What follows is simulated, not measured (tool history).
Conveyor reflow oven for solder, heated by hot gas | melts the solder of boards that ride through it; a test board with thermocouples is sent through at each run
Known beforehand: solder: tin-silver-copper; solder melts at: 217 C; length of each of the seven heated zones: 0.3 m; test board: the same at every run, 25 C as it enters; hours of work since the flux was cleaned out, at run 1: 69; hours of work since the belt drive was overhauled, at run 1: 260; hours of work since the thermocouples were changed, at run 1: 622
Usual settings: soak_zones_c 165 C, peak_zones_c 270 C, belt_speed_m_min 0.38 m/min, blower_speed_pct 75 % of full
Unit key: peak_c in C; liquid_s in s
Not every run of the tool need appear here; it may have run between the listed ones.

run,hour,soak_zones_c,peak_zones_c,belt_speed_m_min,blower_speed_pct,hours of work since the flux was cleaned out,hours of work since the belt drive was overhauled,hours of work since the thermocouples were changed,peak_c,liquid_s
1,0,165,270,0.38,75,69,260,622,254.3,69.3
2,57,165,270,0.38,75,113,303,665,254.6,69.5
3,98.9,165,270,0.38,67,144,335,697,252.1,67.6
4,163,165,270,0.38,67,193,384,746,252.6,67.2
5,220,165,270,0.38,75,236,427,789,254.8,69.5
# hour 249.5: flux residue cleaned out of gas plates and filters
6,265.5,165,270,0.38,75,12,458,820,254.6,69.7
# hour 290.8: thermocouples of zones 6 and 7 changed
7,334.7,165,270,0.38,75,63,509,33,254.8,69.7
8,401.9,165,270,0.38,75,114,560,84,254.4,69.4
9,441.3,165,270,0.38,75,144,590,114,254.4,69.7
10,471,165,270,0.38,75,167,612,137,254.6,69.6
11,528.4,165,270,0.38,75,210,656,180,254.8,69.5
12,568.1,165,270,0.38,75,240,686,211,254.2,69.9
# hour 592: flux residue cleaned out of gas plates and filters
13,635.2,162,262,0.408,75,33,733,258,244.5,53.8
14,665.8,165,270,0.409,64,56,757,281,249.1,58.1
15,712.6,165,270,0.409,64,92,792,317,248.7,58.1
16,744.4,165,270,0.409,64,116,816,341,248.8,58.2
17,796.3,165,270,0.409,64,155,856,380,248.8,58.2

Each row is a separate what-if for the run after 17, all from the same tool condition, not one after another. Results?
A,831,151,282,0.376,75,182,882,407,?,?
B,831,175,272,0.38,54,182,882,407,?,?
C,831,173,262,0.38,75,182,882,407,?,?
D,831,165,270,0.458,75,182,882,407,?,?
E,831,172,261,0.38,75,182,882,407,?,?

run,peak_c,liquid_s
A,263.5,72.5
B,251.6,70
C,248.3,68.1
D,247.5,50.9
E,247.3,66.6
Had the tool no hidden state, the same runs would have come out as:
run,peak_c,liquid_s
A,263.6,72.5
B,251.6,70.1
C,248.3,68.1
D,247.5,51
E,247.4,66.7
